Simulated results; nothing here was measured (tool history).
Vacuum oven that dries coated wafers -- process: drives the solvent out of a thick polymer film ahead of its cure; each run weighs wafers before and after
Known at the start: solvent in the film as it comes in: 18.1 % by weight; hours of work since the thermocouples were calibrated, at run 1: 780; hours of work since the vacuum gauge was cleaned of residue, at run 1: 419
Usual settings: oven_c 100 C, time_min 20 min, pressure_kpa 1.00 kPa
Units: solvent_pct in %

run	day	oven_c	time_min	pressure_kpa	hours of work since the thermocouples were calibrated	hours of work since the vacuum gauge was cleaned of residue	solvent_pct
1	0.000	100	20	1.00	780	419	2.94
2	0.775	100	20	1.00	791	431	2.97
3	1.496	97	20	1.00	801	441	3.71
4	2.142	97	20	1.00	811	450	3.70
5	2.588	100	26	1.00	817	457	1.97
6	3.529	100	20	1.00	830	470	2.92
7	4.404	100	20	0.69	843	483	2.86
8	5.483	100	12	1.00	859	498	5.41
9	6.454	100	12	1.00	873	512	5.37
10	7.083	114	12	1.21	882	521	1.88
11	8.017	114	20	1.94	895	535	1.00
12	8.729	114	20	1.94	905	545	1.01
13	9.533	97	20	1.00	917	556	3.72
14	10.362	97	20	1.00	929	568	3.77
15	11.129	86	12	1.00	940	579	9.64
16	12.158	86	12	1.43	955	594	9.73
17	12.654	86	12	1.43	962	601	9.80

Forecast each of these 3 alternatives for the next run:
A	13.325	98	23	1.00	971	611	?
B	13.325	92	11	2.65	971	611	?
C	13.325	98	12	0.62	971	611	?

run	solvent_pct
A	2.80
B	8.89
C	5.75
With no hidden state in the tool, these same runs would have given:
run	solvent_pct
A	2.94
B	9.10
C	5.97

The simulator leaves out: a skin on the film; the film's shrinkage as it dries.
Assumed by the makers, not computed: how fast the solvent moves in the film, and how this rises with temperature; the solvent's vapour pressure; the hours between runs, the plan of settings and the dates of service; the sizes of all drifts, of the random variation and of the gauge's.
